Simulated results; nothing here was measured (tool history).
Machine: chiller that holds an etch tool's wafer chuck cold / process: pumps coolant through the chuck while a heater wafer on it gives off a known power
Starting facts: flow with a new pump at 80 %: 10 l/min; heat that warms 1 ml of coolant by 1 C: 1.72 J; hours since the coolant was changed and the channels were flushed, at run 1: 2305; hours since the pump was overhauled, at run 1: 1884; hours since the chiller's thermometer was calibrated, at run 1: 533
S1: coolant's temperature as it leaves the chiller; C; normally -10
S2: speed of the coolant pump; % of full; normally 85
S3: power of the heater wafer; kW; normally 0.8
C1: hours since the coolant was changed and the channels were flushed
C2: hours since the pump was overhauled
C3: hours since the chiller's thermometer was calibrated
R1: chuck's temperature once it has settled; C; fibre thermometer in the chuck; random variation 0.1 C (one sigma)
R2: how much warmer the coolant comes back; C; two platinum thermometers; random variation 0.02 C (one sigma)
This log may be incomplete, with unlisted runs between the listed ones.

{"run": 1, "hour": 0.0, "S1": -10, "S2": 85, "S3": 0.8, "C1": 2305, "C2": 1884, "C3": 533, "R1": -3.6, "R2": 2.64}
{"run": 2, "hour": 42.2, "S1": -10, "S2": 85, "S3": 0.8, "C1": 2347, "C2": 1926, "C3": 575, "R1": -3.6, "R2": 2.61}
{"run": 3, "hour": 63.6, "S1": -10, "S2": 85, "S3": 0.8, "C1": 2368, "C2": 1947, "C3": 596, "R1": -3.6, "R2": 2.63}
{"run": 4, "hour": 107.7, "S1": -10, "S2": 85, "S3": 0.8, "C1": 2412, "C2": 1991, "C3": 640, "R1": -3.6, "R2": 2.6}
{"run": 5, "hour": 133.4, "S1": -10, "S2": 85, "S3": 0.988, "C1": 2438, "C2": 2017, "C3": 666, "R1": -2, "R2": 3.24}
{"run": 6, "hour": 186.6, "S1": -10, "S2": 85, "S3": 0.988, "C1": 2491, "C2": 2070, "C3": 719, "R1": -2, "R2": 3.28}
{"run": 7, "hour": 233.2, "S1": -10, "S2": 85, "S3": 0.8, "C1": 2538, "C2": 2117, "C3": 766, "R1": -3.5, "R2": 2.67}
{"run": 8, "hour": 276.3, "S1": -10, "S2": 85, "S3": 0.8, "C1": 2581, "C2": 2160, "C3": 809, "R1": -3.5, "R2": 2.65}
{"run": 9, "hour": 317.1, "S1": -10, "S2": 85, "S3": 0.8, "C1": 2622, "C2": 2201, "C3": 850, "R1": -3.7, "R2": 2.62}
{"run": 10, "hour": 353.0, "S1": -10, "S2": 85, "S3": 0.8, "C1": 2658, "C2": 2237, "C3": 886, "R1": -3.5, "R2": 2.65}
{"run": 11, "hour": 379.1, "S1": -10, "S2": 85, "S3": 0.8, "C1": 2684, "C2": 2263, "C3": 912, "R1": -3.5, "R2": 2.63}
{"run": 12, "hour": 430.0, "S1": -10, "S2": 85, "S3": 0.8, "C1": 2735, "C2": 2314, "C3": 963, "R1": -3.5, "R2": 2.65}
{"run": 13, "hour": 483.0, "S1": -10, "S2": 85, "S3": 0.8, "C1": 2788, "C2": 2367, "C3": 1016, "R1": -3.4, "R2": 2.62}
{"run": 14, "hour": 532.3, "S1": -10, "S2": 85, "S3": 0.8, "C1": 2837, "C2": 2416, "C3": 1065, "R1": -3.5, "R2": 2.6}
{"run": 15, "hour": 576.6, "S1": -10, "S2": 85, "S3": 0.8, "C1": 2881, "C2": 2460, "C3": 1109, "R1": -3.4, "R2": 2.64}
{"run": 16, "hour": 624.6, "S1": -13, "S2": 85, "S3": 0.8, "C1": 2929, "C2": 2508, "C3": 1157, "R1": -6.2, "R2": 2.63}
{"run": 17, "hour": 655.9, "S1": -13, "S2": 69, "S3": 0.868, "C1": 2960, "C2": 2539, "C3": 1188, "R1": -4.6, "R2": 3.56}
{"hour": 663.7, "done": "coolant pump overhauled"}
{"run": 18, "hour": 690.6, "S1": -13, "S2": 83, "S3": 0.915, "C1": 2990, "C2": 27, "C3": 1218, "R1": -5.2, "R2": 3.09}
{"run": 19, "hour": 735.4, "S1": -13, "S2": 61, "S3": 1.105, "C1": 3035, "C2": 72, "C3": 1263, "R1": -1.1, "R2": 5.26}
{"run": 20, "hour": 776.4, "S1": -13, "S2": 61, "S3": 1.105, "C1": 3076, "C2": 113, "C3": 1304, "R1": -1.1, "R2": 5.22}
{"run": 21, "hour": 807.2, "S1": -13, "S2": 61, "S3": 1.044, "C1": 3107, "C2": 144, "C3": 1335, "R1": -1.8, "R2": 4.95}
{"hour": 862.6, "done": "coolant pump overhauled, once more"}
{"run": 22, "hour": 862.6, "S1": -5, "S2": 67, "S3": 0.747, "C1": 3157, "C2": 0, "C3": 1385, "R1": 2.5, "R2": 3.2}
{"run": 23, "hour": 884.7, "S1": -5, "S2": 67, "S3": 0.747, "C1": 3179, "C2": 22, "C3": 1407, "R1": 2.4, "R2": 3.14}
{"run": 24, "hour": 906.7, "S1": -5, "S2": 97, "S3": 0.45, "C1": 3201, "C2": 44, "C3": 1429, "R1": -1.5, "R2": 1.28}
{"run": 25, "hour": 954.0, "S1": -18, "S2": 61, "S3": 0.629, "C1": 3249, "C2": 91, "C3": 1477, "R1": -11.3, "R2": 2.94}
{"run": 26, "hour": 986.6, "S1": -1, "S2": 85, "S3": 0.8, "C1": 3281, "C2": 124, "C3": 1509, "R1": 5.6, "R2": 2.6}
{"run": 27, "hour": 1033.7, "S1": -14, "S2": 89, "S3": 0.917, "C1": 3328, "C2": 171, "C3": 1556, "R1": -6.7, "R2": 2.87}
{"run": 28, "hour": 1077.0, "S1": -17, "S2": 100, "S3": 0.917, "C1": 3372, "C2": 214, "C3": 1600, "R1": -10.3, "R2": 2.53}
{"run": 29, "hour": 1116.0, "S1": -17, "S2": 62, "S3": 0.917, "C1": 3411, "C2": 253, "C3": 1639, "R1": -7.1, "R2": 4.17}
{"run": 30, "hour": 1152.9, "S1": -4, "S2": 60, "S3": 0.8, "C1": 3447, "C2": 290, "C3": 1675, "R1": 4.7, "R2": 3.83}
{"run": 31, "hour": 1184.9, "S1": -4, "S2": 60, "S3": 0.8, "C1": 3479, "C2": 322, "C3": 1707, "R1": 4.8, "R2": 3.81}

5 ways to go on from here, each from the tool as it stands after run 31. What would each give?
{"run": "A", "hour": 1231.7, "S1": -4, "S2": 93, "S3": 0.8, "C1": 3526, "C2": 369, "C3": 1754, "R1": "?", "R2": "?"}
{"run": "B", "hour": 1231.7, "S1": -3, "S2": 91, "S3": 0.766, "C1": 3526, "C2": 369, "C3": 1754, "R1": "?", "R2": "?"}
{"run": "C", "hour": 1231.7, "S1": -4, "S2": 65, "S3": 0.474, "C1": 3526, "C2": 369, "C3": 1754, "R1": "?", "R2": "?"}
{"run": "D", "hour": 1231.7, "S1": -9, "S2": 61, "S3": 0.908, "C1": 3526, "C2": 369, "C3": 1754, "R1": "?", "R2": "?"}
{"run": "E", "hour": 1231.7, "S1": -11, "S2": 60, "S3": 0.8, "C1": 3526, "C2": 369, "C3": 1754, "R1": "?", "R2": "?"}

run=A R1=2.2 R2=2.41
run=B R1=3.3 R2=2.33
run=C R1=0.9 R2=2.06
run=D R1=0.8 R2=4.22
run=E R1=-2.2 R2=3.78
Stripped of hidden state, with their random variation kept, the same runs would have yielded:
run=A R1=1.8 R2=2.4
run=B R1=2.8 R2=2.32
run=C R1=0.6 R2=2.05
run=D R1=0.2 R2=4.2
run=E R1=-2.8 R2=3.77

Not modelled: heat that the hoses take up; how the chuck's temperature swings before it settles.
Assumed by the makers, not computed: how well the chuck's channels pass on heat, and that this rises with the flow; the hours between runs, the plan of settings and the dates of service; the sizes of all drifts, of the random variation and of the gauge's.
